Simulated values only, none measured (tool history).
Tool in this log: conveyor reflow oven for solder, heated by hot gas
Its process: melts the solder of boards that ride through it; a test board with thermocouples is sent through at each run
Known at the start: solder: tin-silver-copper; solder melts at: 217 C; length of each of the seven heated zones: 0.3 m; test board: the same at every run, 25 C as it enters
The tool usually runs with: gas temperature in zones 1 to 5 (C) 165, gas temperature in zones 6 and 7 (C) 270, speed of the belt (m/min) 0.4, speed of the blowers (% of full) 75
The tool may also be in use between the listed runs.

run,hour,gas temperature in zones 1 to 5 (C),gas temperature in zones 6 and 7 (C),speed of the belt (m/min),speed of the blowers (% of full),highest temperature of the board (C),time above the solder's melting point (s)
1,0,165,270,0.4,75,257.6,69.6
2,39.9,165,279,0.4,75,266.1,74.9
3,84.6,165,270,0.4,71,257,69.2
4,125.9,165,270,0.4,75,257.4,69.7
5,151.7,165,270,0.4,75,257.6,70
6,198.6,165,270,0.4,75,257.3,69.7
7,238.1,165,270,0.4,75,257.2,69.5
8,289.6,165,270,0.4,75,257.6,69.7
9,322.5,157,270,0.4,75,256.8,65.8
10,378.9,165,270,0.4,75,257.5,69.9
11,416.3,165,270,0.4,75,258.1,69.5
12,474.8,165,273,0.4,75,260.6,71.6
13,515.7,165,270,0.4,75,257.7,69.5
14,545.8,165,270,0.476,75,252.1,53.4
15,607.8,165,270,0.476,75,252.2,53.2
16,666.4,165,270,0.476,75,251.3,53.1
17,695,158,266,0.337,65,255.7,79.5
18,722.9,160,280,0.359,62,266.6,82.7
19,780.5,160,280,0.359,62,266.4,82.8
20,817.6,167,270,0.4,90,260.1,73.1
21,863.3,167,265,0.4,68,251.8,65.1
22,894.9,165,263,0.361,50,248,66.9
23,957.3,156,263,0.361,50,246.4,62.1
24,1007.8,165,265,0.322,59,255.3,85.3
25,1036.9,174,273,0.4,75,261.7,74.9
26,1082.5,165,270,0.367,65,257.6,75.9
27,1135.2,162,270,0.367,80,260.2,78.3
28,1170.1,175,262,0.39,71,251.5,71
29,1201.1,165,270,0.455,53,246.4,49.6
30,1247.6,165,283,0.4,77,270.4,77
31,1275.9,156,263,0.361,60,249.4,66.4

Missing from the log above: 3 entries noted between runs. For each, name the pair of listed runs it sits between and say how the tool's hidden condition differs from the listed run just before to the listed run just after:
Runs 5 to 6: thermocouples of zones 6 and 7 changed (hour 198.6)
  heat that the gas passes to the board, % of a clean oven's: 99.7 -> 99.6; true gas temperature in zones 6 and 7 over the reading, C: 0.25 -> 0.01
Runs 9 to 10: flux residue cleaned out of gas plates and filters (hour 371.7)
  heat that the gas passes to the board, % of a clean oven's: 99.5 -> 99.9; belt's true speed, % of the reading: 99.97 -> 99.96
Runs 20 to 21: flux residue cleaned out of gas plates and filters (hour 834)
  heat that the gas passes to the board, % of a clean oven's: 99.5 -> 100
